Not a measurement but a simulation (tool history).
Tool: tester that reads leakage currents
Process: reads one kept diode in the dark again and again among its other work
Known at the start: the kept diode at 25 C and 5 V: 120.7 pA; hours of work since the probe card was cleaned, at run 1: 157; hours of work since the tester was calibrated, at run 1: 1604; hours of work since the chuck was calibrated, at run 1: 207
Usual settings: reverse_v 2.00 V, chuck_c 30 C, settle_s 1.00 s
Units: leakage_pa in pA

run	hour	reverse_v	chuck_c	settle_s	hours of work since the probe card was cleaned	hours of work since the tester was calibrated	hours of work since the chuck was calibrated	leakage_pa
1	0.0	2.00	30	1.00	157	1604	207	130.52
2	42.2	2.00	30	1.00	185	1632	234	129.24
3	107.8	2.00	30	1.00	227	1674	277	128.08
4	151.3	2.00	30	1.00	256	1702	305	128.67
5	213.2	2.00	30	1.00	296	1743	345	127.97
6	277.2	2.00	30	1.00	337	1784	387	126.79
7	349.8	2.00	30	1.00	384	1831	434	126.43
8	409.3	2.00	30	1.00	423	1870	473	125.22
9	451.4	2.00	30	1.00	450	1897	500	125.53
10	523.1	2.00	30	1.00	497	1944	547	124.21
11	588.5	2.00	55	1.00	539	1986	589	1035.28
12	664.5	2.00	55	1.00	589	2035	638	1038.78
13	738.3	2.00	55	2.61	637	2083	686	1029.07
14	792.3	3.15	55	2.61	672	2118	721	1231.71
15	862.0	2.00	30	1.93	717	2164	766	120.67
16	931.7	2.00	30	1.00	762	2209	812	120.53
17	997.4	2.00	39	1.00	805	2251	854	268.71
18	1063.2	2.00	39	1.00	847	2294	897	265.65
19	1095.2	2.00	30	1.00	868	2315	918	118.50
20	1142.5	15.98	55	1.34	899	2346	948	2313.78
21	1188.9	1.42	38	2.95	929	2376	979	209.94
22	1224.5	6.63	22	5.92	952	2399	1002	89.61
23	1298.7	6.63	22	5.92	1000	2447	1050	89.08
24	1332.3	6.63	22	5.92	1022	2469	1072	88.70
25	1390.1	2.00	60	1.00	1060	2506	1109	1442.12
26	1461.4	2.00	60	1.00	1106	2553	1155	1441.92
27	1525.6	2.00	48	1.00	1148	2594	1197	549.11
28	1569.4	2.00	30	0.34	1176	2623	1226	115.30
29	1610.9	2.00	60	0.34	1203	2650	1252	1421.66
30	1668.0	2.00	60	0.34	1240	2687	1290	1422.74
31	1723.3	1.24	43	2.90	1276	2723	1325	293.44
32	1759.0	1.24	43	1.96	1299	2746	1349	293.08
33	1820.7	5.68	22	2.44	1339	2786	1389	80.26
34	1892.7	5.51	49	1.00	1386	2833	1435	880.72
35	1940.0	5.51	49	1.00	1417	2863	1466	876.03
36	2001.7	11.20	26	1.00	1457	2903	1506	155.88
37	2053.2	5.90	22	1.52	1490	2937	1540	80.20
38	2108.6	9.19	54	1.00	1526	2973	1575	1586.99

Hidden state or all else? Some run-to-run changes of leakage_pa, split into what the settings, what came in and random variation would give without the hidden state, and what is left for the hidden state (with any gauge scatter that isn't in both results):
The hidden state here: stray current of the dirty probe card, pA a volt; current scale over the true one, %; true chuck temperature over the reading, C; drift of the gauge itself on leakage_pa, %.
Run 19 -> 20: reverse_v 2.00 -> 15.98, chuck_c 30 -> 55, settle_s 1.00 -> 1.34. leakage_pa +2195.28 pA: hidden state -249.37, all else +2444.65.
Run 20 -> 21: reverse_v 15.98 -> 1.42, chuck_c 55 -> 38, settle_s 1.34 -> 2.95. leakage_pa -2103.84 pA: hidden state +236.96, all else -2340.80.
Run 37 -> 38: reverse_v 5.90 -> 9.19, chuck_c 22 -> 54, settle_s 1.52 -> 1.00. leakage_pa +1506.79 pA: hidden state -296.44, all else +1803.23.
